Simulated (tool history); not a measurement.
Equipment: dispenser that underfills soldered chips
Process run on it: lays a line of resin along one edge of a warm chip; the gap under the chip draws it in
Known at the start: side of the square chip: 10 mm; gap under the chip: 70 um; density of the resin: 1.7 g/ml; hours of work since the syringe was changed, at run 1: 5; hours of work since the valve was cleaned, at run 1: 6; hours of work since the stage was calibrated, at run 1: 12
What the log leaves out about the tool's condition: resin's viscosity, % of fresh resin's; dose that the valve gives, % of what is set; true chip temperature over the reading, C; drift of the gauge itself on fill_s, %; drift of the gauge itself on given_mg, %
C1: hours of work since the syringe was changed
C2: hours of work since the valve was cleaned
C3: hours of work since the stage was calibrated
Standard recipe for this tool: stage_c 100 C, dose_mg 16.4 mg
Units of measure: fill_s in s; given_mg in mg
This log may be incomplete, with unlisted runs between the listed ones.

{"run": 1, "hour": 0.0, "stage_c": 100, "dose_mg": 16.4, "C1": 5, "C2": 6, "C3": 12, "fill_s": 81, "given_mg": 16.25}
{"run": 2, "hour": 2.4, "stage_c": 100, "dose_mg": 17.1, "C1": 6, "C2": 8, "C3": 13, "fill_s": 87.8, "given_mg": 16.96}
{"hour": 3.7, "done": "new syringe of resin"}
{"run": 3, "hour": 5.5, "stage_c": 100, "dose_mg": 16.4, "C1": 1, "C2": 9, "C3": 15, "fill_s": 65.6, "given_mg": 16.24}
{"run": 4, "hour": 9.3, "stage_c": 100, "dose_mg": 16.4, "C1": 4, "C2": 12, "C3": 18, "fill_s": 75.9, "given_mg": 16.27}
{"run": 5, "hour": 12.8, "stage_c": 100, "dose_mg": 16.4, "C1": 6, "C2": 14, "C3": 20, "fill_s": 84.8, "given_mg": 16.21}
{"hour": 14.5, "done": "new syringe of resin"}
{"run": 6, "hour": 17.3, "stage_c": 100, "dose_mg": 18.6, "C1": 2, "C2": 17, "C3": 22, "fill_s": 68.1, "given_mg": 18.34}
{"run": 7, "hour": 21.8, "stage_c": 100, "dose_mg": 18.6, "C1": 5, "C2": 20, "C3": 25, "fill_s": 77.7, "given_mg": 18.28}
{"run": 8, "hour": 24.8, "stage_c": 100, "dose_mg": 16.4, "C1": 6, "C2": 22, "C3": 27, "fill_s": 90.7, "given_mg": 16}
{"hour": 25.3, "done": "new syringe of resin"}
{"run": 9, "hour": 28.7, "stage_c": 100, "dose_mg": 17.4, "C1": 2, "C2": 24, "C3": 29, "fill_s": 67.7, "given_mg": 17}
{"run": 10, "hour": 31.6, "stage_c": 100, "dose_mg": 16.4, "C1": 4, "C2": 26, "C3": 31, "fill_s": 78.1, "given_mg": 15.99}
{"hour": 36.1, "done": "new syringe of resin"}
{"run": 11, "hour": 36.2, "stage_c": 100, "dose_mg": 16.4, "C1": 0, "C2": 28, "C3": 34, "fill_s": 62.4, "given_mg": 15.98}
{"run": 12, "hour": 39.0, "stage_c": 100, "dose_mg": 16.4, "C1": 2, "C2": 30, "C3": 36, "fill_s": 68.9, "given_mg": 16.03}
{"run": 13, "hour": 42.0, "stage_c": 100, "dose_mg": 15.7, "C1": 4, "C2": 32, "C3": 38, "fill_s": 77.6, "given_mg": 15.31}
{"run": 14, "hour": 43.9, "stage_c": 100, "dose_mg": 17.2, "C1": 5, "C2": 33, "C3": 39, "fill_s": 82.4, "given_mg": 16.66}
{"hour": 47.0, "done": "new syringe of resin"}
{"run": 15, "hour": 47.1, "stage_c": 107, "dose_mg": 16.4, "C1": 0, "C2": 35, "C3": 41, "fill_s": 51.5, "given_mg": 15.93}
{"run": 16, "hour": 49.7, "stage_c": 107, "dose_mg": 16.4, "C1": 2, "C2": 37, "C3": 42, "fill_s": 55.2, "given_mg": 15.88}
{"run": 17, "hour": 53.3, "stage_c": 107, "dose_mg": 16.4, "C1": 4, "C2": 39, "C3": 45, "fill_s": 62.9, "given_mg": 15.83}
{"run": 18, "hour": 55.8, "stage_c": 106, "dose_mg": 16.4, "C1": 6, "C2": 41, "C3": 46, "fill_s": 70, "given_mg": 15.91}
{"hour": 57.6, "done": "new syringe of resin"}
{"run": 19, "hour": 58.7, "stage_c": 100, "dose_mg": 18.1, "C1": 1, "C2": 42, "C3": 48, "fill_s": 62.6, "given_mg": 17.4}
{"run": 20, "hour": 61.9, "stage_c": 88, "dose_mg": 20.2, "C1": 3, "C2": 44, "C3": 50, "fill_s": 103.6, "given_mg": 19.45}
{"run": 21, "hour": 64.9, "stage_c": 88, "dose_mg": 20.2, "C1": 5, "C2": 46, "C3": 52, "fill_s": 117.7, "given_mg": 19.27}
{"run": 22, "hour": 67.4, "stage_c": 111, "dose_mg": 18.2, "C1": 6, "C2": 48, "C3": 53, "fill_s": 60.6, "given_mg": 17.46}
{"hour": 68.3, "done": "new syringe of resin"}
{"run": 23, "hour": 70.6, "stage_c": 105, "dose_mg": 13.9, "C1": 1, "C2": 50, "C3": 55, "fill_s": 61.6, "given_mg": 13.32}
{"run": 24, "hour": 74.3, "stage_c": 105, "dose_mg": 13.9, "C1": 4, "C2": 52, "C3": 58, "fill_s": 69.4, "given_mg": 13.29}
{"run": 25, "hour": 77.8, "stage_c": 111, "dose_mg": 14.4, "C1": 6, "C2": 54, "C3": 60, "fill_s": 65.8, "given_mg": 13.7}
{"hour": 78.9, "done": "new syringe of resin"}
{"run": 26, "hour": 82.2, "stage_c": 89, "dose_mg": 15.2, "C1": 2, "C2": 57, "C3": 62, "fill_s": 105, "given_mg": 14.47}
{"hour": 83.7, "done": "dispensing valve cleaned and set on the balance"}
{"run": 27, "hour": 87.0, "stage_c": 103, "dose_mg": 16.2, "C1": 4, "C2": 2, "C3": 65, "fill_s": 73.7, "given_mg": 16.16}
{"hour": 90.8, "done": "new syringe of resin"}
{"run": 28, "hour": 90.8, "stage_c": 85, "dose_mg": 16.4, "C1": 0, "C2": 4, "C3": 67, "fill_s": 105.9, "given_mg": 16.33}
{"run": 29, "hour": 95.4, "stage_c": 85, "dose_mg": 16.4, "C1": 3, "C2": 7, "C3": 70, "fill_s": 123.9, "given_mg": 16.08}
{"run": 30, "hour": 99.7, "stage_c": 97, "dose_mg": 16.4, "C1": 6, "C2": 10, "C3": 73, "fill_s": 98.8, "given_mg": 16.23}
{"hour": 101.5, "done": "new syringe of resin"}
{"run": 31, "hour": 103.5, "stage_c": 97, "dose_mg": 16.4, "C1": 1, "C2": 12, "C3": 75, "fill_s": 72.5, "given_mg": 16.22}
{"run": 32, "hour": 107.7, "stage_c": 104, "dose_mg": 17.9, "C1": 4, "C2": 15, "C3": 77, "fill_s": 66.8, "given_mg": 17.62}
{"hour": 112.1, "done": "new syringe of resin"}
{"run": 33, "hour": 112.2, "stage_c": 96, "dose_mg": 19.4, "C1": 0, "C2": 17, "C3": 80, "fill_s": 67.7, "given_mg": 19}
{"run": 34, "hour": 115.1, "stage_c": 96, "dose_mg": 19.4, "C1": 2, "C2": 19, "C3": 82, "fill_s": 75.9, "given_mg": 19.13}
{"run": 35, "hour": 117.0, "stage_c": 106, "dose_mg": 13.9, "C1": 3, "C2": 21, "C3": 83, "fill_s": 63.9, "given_mg": 13.57}

5 ways to go on from here, each from the tool as it stands after run 35. What would each give?
{"run": "A", "hour": 119.8, "stage_c": 112, "dose_mg": 15.2, "C1": 5, "C2": 22, "C3": 85, "fill_s": "?", "given_mg": "?"}
{"run": "B", "hour": 119.8, "stage_c": 87, "dose_mg": 13.9, "C1": 5, "C2": 22, "C3": 85, "fill_s": "?", "given_mg": "?"}
{"run": "C", "hour": 119.8, "stage_c": 100, "dose_mg": 21.2, "C1": 5, "C2": 22, "C3": 85, "fill_s": "?", "given_mg": "?"}
{"run": "D", "hour": 119.8, "stage_c": 93, "dose_mg": 14.3, "C1": 5, "C2": 22, "C3": 85, "fill_s": "?", "given_mg": "?"}
{"run": "E", "hour": 119.8, "stage_c": 114, "dose_mg": 16.3, "C1": 5, "C2": 22, "C3": 85, "fill_s": "?", "given_mg": "?"}

run=A fill_s=57 given_mg=14.9
run=B fill_s=132.8 given_mg=13.65
run=C fill_s=78.5 given_mg=20.86
run=D fill_s=108.7 given_mg=14.03
run=E fill_s=52.4 given_mg=15.85
Stripped of hidden state, with their random variation kept, the same runs would have yielded:
run=A fill_s=42.9 given_mg=15.23
run=B fill_s=99.9 given_mg=13.96
run=C fill_s=59.5 given_mg=21.33
run=D fill_s=81.8 given_mg=14.35
run=E fill_s=39.5 given_mg=16.21

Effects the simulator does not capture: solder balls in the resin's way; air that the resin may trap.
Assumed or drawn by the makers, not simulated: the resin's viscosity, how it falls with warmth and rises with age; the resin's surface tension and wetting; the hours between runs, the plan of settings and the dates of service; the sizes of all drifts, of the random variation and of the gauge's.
